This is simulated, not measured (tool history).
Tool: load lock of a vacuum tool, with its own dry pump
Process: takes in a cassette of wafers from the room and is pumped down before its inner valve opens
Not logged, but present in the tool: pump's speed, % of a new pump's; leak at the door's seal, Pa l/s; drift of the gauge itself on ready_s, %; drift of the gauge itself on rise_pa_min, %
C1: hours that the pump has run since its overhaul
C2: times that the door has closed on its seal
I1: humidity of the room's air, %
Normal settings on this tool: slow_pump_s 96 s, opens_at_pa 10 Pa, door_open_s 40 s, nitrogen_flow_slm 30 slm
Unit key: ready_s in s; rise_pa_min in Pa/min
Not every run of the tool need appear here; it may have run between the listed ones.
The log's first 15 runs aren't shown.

{"run": 16, "hour": 1277.0, "slow_pump_s": 71, "opens_at_pa": 8, "door_open_s": 40, "nitrogen_flow_slm": 30, "C1": 18835, "C2": 7739, "I1": 47.3, "ready_s": 141.7, "rise_pa_min": 0.045}
{"run": 17, "hour": 1393.2, "slow_pump_s": 71, "opens_at_pa": 8, "door_open_s": 40, "nitrogen_flow_slm": 30, "C1": 18951, "C2": 7928, "I1": 46, "ready_s": 142.9, "rise_pa_min": 0.048}
{"run": 18, "hour": 1452.7, "slow_pump_s": 74, "opens_at_pa": 12, "door_open_s": 40, "nitrogen_flow_slm": 30, "C1": 19010, "C2": 8024, "I1": 44.9, "ready_s": 140.3, "rise_pa_min": 0.05}
{"run": 19, "hour": 1554.9, "slow_pump_s": 62, "opens_at_pa": 10, "door_open_s": 40, "nitrogen_flow_slm": 30, "C1": 19113, "C2": 8190, "I1": 47.6, "ready_s": 132.9, "rise_pa_min": 0.051}
{"run": 20, "hour": 1676.7, "slow_pump_s": 171, "opens_at_pa": 16, "door_open_s": 96, "nitrogen_flow_slm": 10, "C1": 19234, "C2": 8388, "I1": 42.3, "ready_s": 212.3, "rise_pa_min": 0.081}
{"run": 21, "hour": 1734.9, "slow_pump_s": 169, "opens_at_pa": 17, "door_open_s": 122, "nitrogen_flow_slm": 44, "C1": 19293, "C2": 8483, "I1": 43.7, "ready_s": 211.1, "rise_pa_min": 0.062}
{"run": 22, "hour": 1817.5, "slow_pump_s": 58, "opens_at_pa": 10, "door_open_s": 40, "nitrogen_flow_slm": 30, "C1": 19375, "C2": 8617, "I1": 44.5, "ready_s": 130.4, "rise_pa_min": 0.055}
{"run": 23, "hour": 1892.6, "slow_pump_s": 58, "opens_at_pa": 10, "door_open_s": 40, "nitrogen_flow_slm": 30, "C1": 19450, "C2": 8739, "I1": 46.7, "ready_s": 130.6, "rise_pa_min": 0.054}
{"run": 24, "hour": 1960.7, "slow_pump_s": 61, "opens_at_pa": 18, "door_open_s": 38, "nitrogen_flow_slm": 30, "C1": 19518, "C2": 8849, "I1": 44.7, "ready_s": 125.9, "rise_pa_min": 0.054}
{"run": 25, "hour": 2072.6, "slow_pump_s": 61, "opens_at_pa": 18, "door_open_s": 38, "nitrogen_flow_slm": 30, "C1": 19630, "C2": 9031, "I1": 45, "ready_s": 128.5, "rise_pa_min": 0.057}
{"run": 26, "hour": 2202.6, "slow_pump_s": 61, "opens_at_pa": 18, "door_open_s": 38, "nitrogen_flow_slm": 30, "C1": 19760, "C2": 9242, "I1": 48.9, "ready_s": 127.8, "rise_pa_min": 0.058}
{"run": 27, "hour": 2290.1, "slow_pump_s": 61, "opens_at_pa": 18, "door_open_s": 38, "nitrogen_flow_slm": 30, "C1": 19848, "C2": 9384, "I1": 45.2, "ready_s": 128.2, "rise_pa_min": 0.061}
{"run": 28, "hour": 2375.1, "slow_pump_s": 61, "opens_at_pa": 18, "door_open_s": 38, "nitrogen_flow_slm": 30, "C1": 19933, "C2": 9522, "I1": 45.5, "ready_s": 126.8, "rise_pa_min": 0.053}
{"run": 29, "hour": 2443.9, "slow_pump_s": 96, "opens_at_pa": 10, "door_open_s": 35, "nitrogen_flow_slm": 24, "C1": 20002, "C2": 9634, "I1": 48.9, "ready_s": 163.6, "rise_pa_min": 0.059}
{"run": 30, "hour": 2514.0, "slow_pump_s": 96, "opens_at_pa": 10, "door_open_s": 50, "nitrogen_flow_slm": 7, "C1": 20072, "C2": 9748, "I1": 42.9, "ready_s": 160.4, "rise_pa_min": 0.076}

What does the tool deliver on the next run?
{"run": 31, "hour": 2593.4, "slow_pump_s": 96, "opens_at_pa": 7, "door_open_s": 40, "nitrogen_flow_slm": 23, "C1": 20151, "C2": 9877, "I1": 47, "ready_s": "?", "rise_pa_min": "?"}

ready_s: 162.5 s
rise_pa_min: 0.067 Pa/min
Minus the tool's unlogged condition, the same run would have read ready_s 149 s, rise_pa_min 0.026 Pa/min.
